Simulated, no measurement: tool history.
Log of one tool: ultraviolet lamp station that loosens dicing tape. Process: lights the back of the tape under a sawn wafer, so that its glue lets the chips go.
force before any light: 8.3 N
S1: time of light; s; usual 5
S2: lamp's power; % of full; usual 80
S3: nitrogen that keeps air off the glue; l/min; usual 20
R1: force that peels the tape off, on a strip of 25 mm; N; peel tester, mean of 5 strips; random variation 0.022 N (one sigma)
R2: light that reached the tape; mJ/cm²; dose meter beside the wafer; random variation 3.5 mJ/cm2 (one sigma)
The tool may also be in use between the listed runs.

run 1 day=0.000 | S1=5 S2=80 S3=20 | R1=1.216 R2=527
run 2 day=0.171 | S1=5 S2=80 S3=20 | R1=1.167 R2=528
run 3 day=0.396 | S1=5 S2=80 S3=20 | R1=1.184 R2=529
run 4 day=0.796 | S1=5 S2=80 S3=20 | R1=1.231 R2=528
run 5 day=1.179 | S1=5 S2=80 S3=34 | R1=0.923 R2=525
run 6 day=1.429 | S1=5 S2=87 S3=20 | R1=1.043 R2=573
run 7 day=1.779 | S1=5 S2=87 S3=20 | R1=1.052 R2=569
run 8 day=2.171 | S1=5 S2=87 S3=20 | R1=1.088 R2=571
run 9 day=2.492 | S1=5 S2=87 S3=20 | R1=1.052 R2=572
run 10 day=2.825 | S1=5 S2=70 S3=20 | R1=1.542 R2=458
run 11 day=3.017 | S1=6 S2=80 S3=20 | R1=0.858 R2=629
run 12 day=3.392 | S1=5 S2=65 S3=20 | R1=1.751 R2=422
run 13 day=3.717 | S1=5 S2=80 S3=20 | R1=1.241 R2=521
run 14 day=3.933 | S1=5 S2=83 S3=20 | R1=1.123 R2=537
run 15 day=4.242 | S1=5 S2=81 S3=20 | R1=1.194 R2=532
run 16 day=4.504 | S1=5 S2=81 S3=20 | R1=1.214 R2=527
run 17 day=4.812 | S1=5 S2=80 S3=20 | R1=1.212 R2=519
run 18 day=5.212 | S1=5 S2=80 S3=20 | R1=1.240 R2=517
run 19 day=5.462 | S1=5 S2=80 S3=20 | R1=1.263 R2=521
run 20 day=5.729 | S1=5 S2=80 S3=20 | R1=1.234 R2=513
run 21 day=6.108 | S1=5 S2=80 S3=37 | R1=0.938 R2=521
run 22 day=6.500 | S1=5 S2=80 S3=37 | R1=0.919 R2=520
run 23 day=6.808 | S1=5 S2=65 S3=20 | R1=1.760 R2=417
run 24 day=7.208 | S1=3 S2=87 S3=20 | R1=2.422 R2=333
run 25 day=7.525 | S1=9 S2=80 S3=20 | R1=0.408 R2=921
run 26 day=7.908 | S1=3 S2=63 S3=23 | R1=3.222 R2=239
run 27 day=8.267 | S1=2 S2=95 S3=23 | R1=3.131 R2=240
run 28 day=8.621 | S1=5 S2=65 S3=20 | R1=1.792 R2=415
run 29 day=8.808 | S1=5 S2=63 S3=25 | R1=1.622 R2=405
run 30 day=8.988 | S1=5 S2=63 S3=25 | R1=1.724 R2=402
run 31 day=9.329 | S1=5 S2=63 S3=25 | R1=1.677 R2=404
run 32 day=9.721 | S1=5 S2=63 S3=25 | R1=1.636 R2=399
run 33 day=10.088 | S1=9 S2=74 S3=25 | R1=0.415 R2=848
run 34 day=10.421 | S1=9 S2=89 S3=21 | R1=0.328 R2=1017
run 35 day=10.833 | S1=3 S2=93 S3=14 | R1=2.486 R2=351
run 36 day=11.221 | S1=6 S2=65 S3=27 | R1=1.176 R2=494
run 37 day=11.446 | S1=6 S2=65 S3=27 | R1=1.139 R2=493
run 38 day=11.812 | S1=5 S2=80 S3=15 | R1=1.525 R2=498
run 39 day=12.221 | S1=7 S2=97 S3=30 | R1=0.370 R2=860
run 40 day=12.504 | S1=7 S2=97 S3=30 | R1=0.357 R2=854
run 41 day=12.821 | S1=7 S2=97 S3=30 | R1=0.385 R2=849

Some steps in R1 between neighbouring runs. How much of each would the tool show without its hidden state too (settings, what came in, random variation), and how much is left for the hidden state, with any gauge scatter that isn't in both results?
The hidden state here: lamp's light, % of a new lamp's; light that the window lets through, % of a clean one's; drift of the gauge itself on peel_n, %; drift of the gauge itself on dose_mj_cm2, %.
Run 24 -> 25: S1 3 -> 9, S2 87 -> 80. R1 -2.014 N: hidden state -0.230, all else -1.784.
Run 25 -> 26: S1 9 -> 3, S2 80 -> 63, S3 20 -> 23. R1 +2.814 N: hidden state +0.249, all else +2.565.
Run 34 -> 35: S1 9 -> 3, S2 89 -> 93, S3 21 -> 14. R1 +2.158 N: hidden state +0.279, all else +1.879.
